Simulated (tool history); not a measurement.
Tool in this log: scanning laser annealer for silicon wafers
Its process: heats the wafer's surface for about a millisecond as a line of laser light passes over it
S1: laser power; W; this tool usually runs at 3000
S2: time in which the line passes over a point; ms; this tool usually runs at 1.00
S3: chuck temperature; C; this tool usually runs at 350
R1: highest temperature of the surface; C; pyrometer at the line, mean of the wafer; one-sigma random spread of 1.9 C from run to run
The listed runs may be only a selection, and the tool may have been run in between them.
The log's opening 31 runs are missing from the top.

run 32 day=54.983 | S1=3196 S2=0.70 S3=318 | R1=956
run 33 day=56.333 | S1=2898 S2=1.00 S3=350 | R1=1041
run 34 day=57.629 | S1=2898 S2=1.00 S3=350 | R1=1041
run 35 day=59.967 | S1=2732 S2=0.89 S3=328 | R1=931
run 36 day=61.871 | S1=2732 S2=0.94 S3=328 | R1=949
run 37 day=64.092 | S1=3215 S2=1.12 S3=332 | R1=1148
run 38 day=65.092 | S1=2706 S2=1.12 S3=332 | R1=1002
run 39 day=66.621 | S1=2706 S2=1.12 S3=332 | R1=1001
run 40 day=68.992 | S1=3008 S2=0.77 S3=335 | R1=949

Forecast each of these 3 alternatives for the next run:
run A day=70.600 | S1=2966 S2=0.77 S3=355 | R1=?
run B day=70.600 | S1=2799 S2=0.82 S3=350 | R1=?
run C day=70.600 | S1=3274 S2=0.94 S3=350 | R1=?

run=A R1=959
run=B R1=936
run=C R1=1100
Take away the tool's hidden state, keep each run's random variation, and the runs would have read:
run=A R1=990
run=B R1=966
run=C R1=1139

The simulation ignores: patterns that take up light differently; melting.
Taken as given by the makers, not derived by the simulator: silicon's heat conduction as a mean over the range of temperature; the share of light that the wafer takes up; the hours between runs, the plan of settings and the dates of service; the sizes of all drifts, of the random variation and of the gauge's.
